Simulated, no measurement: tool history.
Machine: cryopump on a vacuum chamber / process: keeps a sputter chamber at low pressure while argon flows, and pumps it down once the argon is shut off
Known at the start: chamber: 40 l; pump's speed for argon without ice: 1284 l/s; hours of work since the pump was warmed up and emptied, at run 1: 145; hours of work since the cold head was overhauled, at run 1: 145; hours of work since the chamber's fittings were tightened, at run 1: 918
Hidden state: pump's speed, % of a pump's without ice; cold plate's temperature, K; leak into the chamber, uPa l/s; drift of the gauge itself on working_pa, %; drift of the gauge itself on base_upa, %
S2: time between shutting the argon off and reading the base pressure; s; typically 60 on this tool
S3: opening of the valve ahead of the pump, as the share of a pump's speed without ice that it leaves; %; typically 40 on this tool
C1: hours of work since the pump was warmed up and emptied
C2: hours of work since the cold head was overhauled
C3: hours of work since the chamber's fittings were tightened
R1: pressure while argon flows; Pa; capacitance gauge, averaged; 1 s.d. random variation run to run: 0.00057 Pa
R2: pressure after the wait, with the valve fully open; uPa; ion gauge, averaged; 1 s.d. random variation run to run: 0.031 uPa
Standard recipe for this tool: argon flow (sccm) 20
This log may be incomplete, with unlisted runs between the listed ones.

{"run": 1, "hour": 0.0, "argon flow (sccm)": 20, "S2": 60, "S3": 40, "C1": 145, "C2": 145, "C3": 918, "R1": 0.0664, "R2": 2.98}
{"run": 2, "hour": 8.4, "argon flow (sccm)": 20, "S2": 60, "S3": 40, "C1": 152, "C2": 152, "C3": 925, "R1": 0.0671, "R2": 2.98}
{"run": 3, "hour": 24.0, "argon flow (sccm)": 20, "S2": 60, "S3": 19, "C1": 165, "C2": 165, "C3": 937, "R1": 0.1409, "R2": 3}
{"run": 4, "hour": 37.6, "argon flow (sccm)": 20, "S2": 60, "S3": 19, "C1": 176, "C2": 176, "C3": 948, "R1": 0.1405, "R2": 3.02}
{"run": 5, "hour": 47.8, "argon flow (sccm)": 20, "S2": 60, "S3": 19, "C1": 184, "C2": 184, "C3": 956, "R1": 0.141, "R2": 3.05}
{"run": 6, "hour": 58.8, "argon flow (sccm)": 20, "S2": 60, "S3": 22, "C1": 193, "C2": 193, "C3": 965, "R1": 0.1231, "R2": 3.11}
{"run": 7, "hour": 72.3, "argon flow (sccm)": 21, "S2": 60, "S3": 40, "C1": 204, "C2": 204, "C3": 976, "R1": 0.0714, "R2": 3.09}
{"run": 8, "hour": 81.5, "argon flow (sccm)": 20, "S2": 60, "S3": 59, "C1": 211, "C2": 211, "C3": 984, "R1": 0.0467, "R2": 3.1}
{"run": 9, "hour": 99.3, "argon flow (sccm)": 20, "S2": 60, "S3": 59, "C1": 225, "C2": 225, "C3": 998, "R1": 0.0475, "R2": 3.18}
{"run": 10, "hour": 115.7, "argon flow (sccm)": 20, "S2": 60, "S3": 59, "C1": 239, "C2": 239, "C3": 1012, "R1": 0.0458, "R2": 3.13}
{"run": 11, "hour": 130.9, "argon flow (sccm)": 20, "S2": 60, "S3": 59, "C1": 251, "C2": 251, "C3": 1024, "R1": 0.0466, "R2": 3.3}
{"run": 12, "hour": 147.5, "argon flow (sccm)": 28, "S2": 60, "S3": 59, "C1": 265, "C2": 265, "C3": 1037, "R1": 0.0655, "R2": 3.34}
{"run": 13, "hour": 165.3, "argon flow (sccm)": 28, "S2": 60, "S3": 59, "C1": 279, "C2": 279, "C3": 1052, "R1": 0.0658, "R2": 3.28}
{"run": 14, "hour": 180.4, "argon flow (sccm)": 20, "S2": 174, "S3": 40, "C1": 291, "C2": 291, "C3": 1064, "R1": 0.0689, "R2": 2.39}
{"run": 15, "hour": 197.9, "argon flow (sccm)": 31, "S2": 266, "S3": 40, "C1": 305, "C2": 305, "C3": 1078, "R1": 0.1056, "R2": 2.26}
{"run": 16, "hour": 213.2, "argon flow (sccm)": 20, "S2": 60, "S3": 28, "C1": 318, "C2": 318, "C3": 1090, "R1": 0.0968, "R2": 3.37}
{"run": 17, "hour": 227.1, "argon flow (sccm)": 37, "S2": 60, "S3": 18, "C1": 329, "C2": 329, "C3": 1102, "R1": 0.2759, "R2": 3.35}
{"run": 18, "hour": 236.2, "argon flow (sccm)": 34, "S2": 34, "S3": 45, "C1": 336, "C2": 336, "C3": 1109, "R1": 0.1049, "R2": 4.44}
{"run": 19, "hour": 245.3, "argon flow (sccm)": 34, "S2": 39, "S3": 47, "C1": 344, "C2": 344, "C3": 1116, "R1": 0.1003, "R2": 4.2}
{"run": 20, "hour": 254.5, "argon flow (sccm)": 34, "S2": 39, "S3": 47, "C1": 351, "C2": 351, "C3": 1124, "R1": 0.1003, "R2": 4.18}
{"run": 21, "hour": 271.7, "argon flow (sccm)": 21, "S2": 68, "S3": 19, "C1": 365, "C2": 365, "C3": 1138, "R1": 0.1507, "R2": 3.25}
{"run": 22, "hour": 288.1, "argon flow (sccm)": 21, "S2": 68, "S3": 19, "C1": 378, "C2": 378, "C3": 1151, "R1": 0.1495, "R2": 3.23}
{"run": 23, "hour": 304.0, "argon flow (sccm)": 21, "S2": 68, "S3": 19, "C1": 391, "C2": 391, "C3": 1164, "R1": 0.1486, "R2": 3.32}
{"run": 24, "hour": 314.3, "argon flow (sccm)": 21, "S2": 68, "S3": 19, "C1": 400, "C2": 400, "C3": 1172, "R1": 0.1486, "R2": 3.32}

What does the tool deliver on the next run?
{"run": 25, "hour": 328.5, "argon flow (sccm)": 21, "S2": 68, "S3": 19, "C1": 411, "C2": 411, "C3": 1184, "R1": "?", "R2": "?"}

Run 25 gave R1 0.1494 Pa, R2 3.34 uPa.
Without the tool's hidden state the same run would have given R1 0.1457 Pa, R2 1.41 uPa.

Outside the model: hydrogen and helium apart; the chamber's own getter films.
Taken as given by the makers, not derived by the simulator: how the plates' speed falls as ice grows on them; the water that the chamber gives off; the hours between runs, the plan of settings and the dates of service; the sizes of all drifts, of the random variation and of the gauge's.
